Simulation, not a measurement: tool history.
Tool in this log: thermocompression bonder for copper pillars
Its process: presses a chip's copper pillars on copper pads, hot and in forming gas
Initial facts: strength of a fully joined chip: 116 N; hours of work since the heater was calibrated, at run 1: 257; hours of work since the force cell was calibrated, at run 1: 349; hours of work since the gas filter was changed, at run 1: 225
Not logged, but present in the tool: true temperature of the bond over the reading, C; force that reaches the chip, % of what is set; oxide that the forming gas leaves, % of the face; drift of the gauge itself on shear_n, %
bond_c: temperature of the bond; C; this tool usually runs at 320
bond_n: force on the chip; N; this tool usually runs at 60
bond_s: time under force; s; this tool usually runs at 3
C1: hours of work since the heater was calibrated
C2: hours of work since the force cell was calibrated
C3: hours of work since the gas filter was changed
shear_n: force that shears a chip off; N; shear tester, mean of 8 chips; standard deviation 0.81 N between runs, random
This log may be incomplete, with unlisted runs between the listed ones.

run 1 hour=0 | bond_c=320 bond_n=60 bond_s=3 | C1=257 C2=349 C3=225 | shear_n=67.7
run 2 hour=16.3 | bond_c=320 bond_n=60 bond_s=3 | C1=264 C2=357 C3=232 | shear_n=65.9
run 3 hour=33.1 | bond_c=320 bond_n=60 bond_s=3 | C1=271 C2=364 C3=240 | shear_n=67.6
run 4 hour=47.3 | bond_c=320 bond_n=60 bond_s=3 | C1=278 C2=370 C3=246 | shear_n=67.1
run 5 hour=65.7 | bond_c=320 bond_n=60 bond_s=2 | C1=286 C2=378 C3=254 | shear_n=58.1
run 6 hour=76.3 | bond_c=320 bond_n=60 bond_s=3 | C1=290 C2=383 C3=259 | shear_n=67.1
run 7 hour=89.2 | bond_c=320 bond_n=60 bond_s=3 | C1=296 C2=388 C3=264 | shear_n=65.4
run 8 hour=100.1 | bond_c=291 bond_n=60 bond_s=3 | C1=301 C2=393 C3=269 | shear_n=47.4
run 9 hour=119.9 | bond_c=320 bond_n=70 bond_s=3 | C1=309 C2=402 C3=278 | shear_n=71
run 10 hour=128.9 | bond_c=320 bond_n=60 bond_s=2 | C1=313 C2=406 C3=282 | shear_n=57.3
run 11 hour=149.4 | bond_c=320 bond_n=60 bond_s=2 | C1=322 C2=415 C3=291 | shear_n=58.3
run 12 hour=169.5 | bond_c=320 bond_n=60 bond_s=2 | C1=331 C2=423 C3=299 | shear_n=58.2
run 13 hour=188.9 | bond_c=348 bond_n=60 bond_s=3 | C1=339 C2=432 C3=308 | shear_n=82.3
run 14 hour=206.5 | bond_c=348 bond_n=60 bond_s=3 | C1=347 C2=440 C3=315 | shear_n=83.1
run 15 hour=220.5 | bond_c=320 bond_n=60 bond_s=3 | C1=353 C2=446 C3=322 | shear_n=64.3
run 16 hour=232.9 | bond_c=320 bond_n=60 bond_s=3 | C1=359 C2=451 C3=327 | shear_n=65.4
run 17 hour=252.1 | bond_c=320 bond_n=51 bond_s=3 | C1=367 C2=460 C3=335 | shear_n=60.1
run 18 hour=268.2 | bond_c=320 bond_n=51 bond_s=3 | C1=374 C2=467 C3=342 | shear_n=60
run 19 hour=277.1 | bond_c=320 bond_n=60 bond_s=4 | C1=378 C2=470 C3=346 | shear_n=71
run 20 hour=291.3 | bond_c=320 bond_n=60 bond_s=4 | C1=384 C2=477 C3=352 | shear_n=71.8
run 21 hour=308.2 | bond_c=333 bond_n=48 bond_s=3 | C1=392 C2=484 C3=360 | shear_n=65.3
run 22 hour=325.3 | bond_c=318 bond_n=48 bond_s=5 | C1=399 C2=492 C3=367 | shear_n=66.7
run 23 hour=337 | bond_c=346 bond_n=60 bond_s=3 | C1=404 C2=497 C3=372 | shear_n=81
run 24 hour=355.7 | bond_c=309 bond_n=44 bond_s=7 | C1=412 C2=505 C3=381 | shear_n=61.1
-- hour=364.8 forming gas filter changed
run 25 hour=375.1 | bond_c=300 bond_n=60 bond_s=4 | C1=420 C2=513 C3=4 | shear_n=60.3
run 26 hour=391 | bond_c=345 bond_n=41 bond_s=6 | C1=427 C2=520 C3=11 | shear_n=84.8
run 27 hour=403.8 | bond_c=317 bond_n=53 bond_s=6 | C1=433 C2=526 C3=17 | shear_n=75.9
run 28 hour=420.2 | bond_c=342 bond_n=36 bond_s=2 | C1=440 C2=533 C3=24 | shear_n=55.8
-- hour=422.6 force cell calibrated
run 29 hour=435.5 | bond_c=322 bond_n=40 bond_s=3 | C1=446 C2=6 C3=30 | shear_n=54.6
run 30 hour=454.1 | bond_c=329 bond_n=58 bond_s=3 | C1=454 C2=14 C3=38 | shear_n=73.1
run 31 hour=466.5 | bond_c=296 bond_n=79 bond_s=5 | C1=460 C2=19 C3=44 | shear_n=68.9
run 32 hour=481.7 | bond_c=325 bond_n=49 bond_s=5 | C1=466 C2=26 C3=50 | shear_n=74.3
-- hour=497.2 force cell calibrated, once more
run 33 hour=499.6 | bond_c=339 bond_n=85 bond_s=2 | C1=474 C2=1 C3=58 | shear_n=82.7
run 34 hour=511.1 | bond_c=339 bond_n=85 bond_s=2 | C1=479 C2=6 C3=63 | shear_n=82.7
run 35 hour=520.6 | bond_c=319 bond_n=37 bond_s=7 | C1=483 C2=10 C3=67 | shear_n=64.7
run 36 hour=534.1 | bond_c=337 bond_n=56 bond_s=4 | C1=489 C2=16 C3=73 | shear_n=81.2

What will run 37 give?
run 37 hour=548.1 | bond_c=291 bond_n=82 bond_s=3 | C1=495 C2=22 C3=79 | shear_n=?

For run 37 the tool returned shear_n 57.3 N.
Take away the tool's hidden state, keep the run-to-run variation as it was, and the same run would have given shear_n 63.7 N.
